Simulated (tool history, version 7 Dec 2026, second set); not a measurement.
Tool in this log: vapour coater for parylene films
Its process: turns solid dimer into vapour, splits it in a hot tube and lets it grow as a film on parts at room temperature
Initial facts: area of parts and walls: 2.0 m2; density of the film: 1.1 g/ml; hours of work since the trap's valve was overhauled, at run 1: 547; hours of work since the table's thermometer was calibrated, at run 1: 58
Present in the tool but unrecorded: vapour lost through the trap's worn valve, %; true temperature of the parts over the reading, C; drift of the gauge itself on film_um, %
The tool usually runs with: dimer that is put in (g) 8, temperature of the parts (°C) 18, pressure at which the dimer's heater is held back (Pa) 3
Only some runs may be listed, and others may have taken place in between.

run   hour  dimer that is put in (g)  temperature of the parts (°C)  pressure at which the dimer's heater is held back (Pa)  hours of work since the trap's valve was overhauled  hours of work since the table's thermometer was calibrated  thickness of the film (nm)
  1      0                         8                             18                                                       3                                                  547                                                          58                        1870
  2   10.9                         7                             18                                                       3                                                  556                                                          67                        1660
  3   27.2                         8                             18                                                       3                                                  570                                                          81                        1870
  4   36.2                         8                             18                                                       3                                                  578                                                          89                        1890
  5   45.3                         5                             18                                                       3                                                  586                                                          96                        1210
  6   59.9                         8                             18                                                    2.23                                                  598                                                         109                        2010
  7     77                         8                             18                                                    2.23                                                  613                                                         124                        2010
  8   91.4                         8                             18                                                    2.23                                                  625                                                         136                        1980
  9  105.5                         8                             18                                                    2.23                                                  637                                                         148                        1970
 10    124                         8                             18                                                    2.23                                                  653                                                         164                        2000
     136.4  -- trap's valve overhauled
 11  143.7                         8                             18                                                    2.23                                                    6                                                         177                        2200
 12  162.7                         8                             18                                                    2.23                                                   22                                                         194                        2230
 13  181.6                         8                             16                                                    2.23                                                   39                                                         210                        2290
 14  198.4                         8                             16                                                    2.23                                                   53                                                         224                        2330
 15  215.8                         8                             16                                                    2.23                                                   68                                                         239                        2280
 16  229.1                         8                             16                                                    2.23                                                   79                                                         250                        2320
 17  241.8                         8                             16                                                    2.23                                                   90                                                         261                        2280
 18  252.9                         8                             16                                                    2.23                                                  100                                                         271                        2290
 19  270.8                         8                             16                                                    2.23                                                  115                                                         286                        2280
 20    290                         8                             16                                                       3                                                  132                                                         303                        2130
 21  308.2                         6                             18                                                    4.77                                                  147                                                         318                        1370
 22  323.6                         6                             13                                                    4.77                                                  160                                                         331                        1520
 23    339                         6                             28                                                    4.77                                                  174                                                         345                        1060
 24  357.5                        10                             15                                                       3                                                  189                                                         360                        2700
 25  368.5                         5                             18                                                     2.5                                                  199                                                         370                        1300
 26  385.4                         5                             18                                                     2.5                                                  213                                                         384                        1320
 27  399.3                         5                             18                                                     2.5                                                  225                                                         396                        1290
 28  408.5                         8                             11                                                    7.66                                                  233                                                         404                        1880
 29  422.1                         8                             18                                                    4.69                                                  245                                                         416                        1770
 30    437                         8                             18                                                    4.69                                                  258                                                         429                        1760
 31  447.8                         8                             18                                                    4.69                                                  267                                                         438                        1770
 32  458.5                         9                             18                                                     2.4                                                  276                                                         447                        2360
 33  471.2                         9                             18                                                     2.4                                                  287                                                         458                        2330
 34  479.4                         5                             18                                                    5.03                                                  294                                                         465                        1090
 35  494.7                         5                             18                                                    5.03                                                  307                                                         478                        1100
 36  505.6                         6                             21                                                    5.62                                                  316                                                         487                        1180
 37  517.1                         6                             21                                                    5.62                                                  326                                                         497                        1180
 38  533.8                         3                             14                                                    5.62                                                  340                                                         511                         710

What differs in the tool's unlogged condition from the final listed run ahead of each entry between runs to the first listed run following it?
After run 10, before run 11: trap's valve overhauled (hour 136.4)
  vapour lost through the trap's worn valve, %: 10.5 -> 0.4
  measured minus no-state result, thickness of the film (nm): -230 -> +0

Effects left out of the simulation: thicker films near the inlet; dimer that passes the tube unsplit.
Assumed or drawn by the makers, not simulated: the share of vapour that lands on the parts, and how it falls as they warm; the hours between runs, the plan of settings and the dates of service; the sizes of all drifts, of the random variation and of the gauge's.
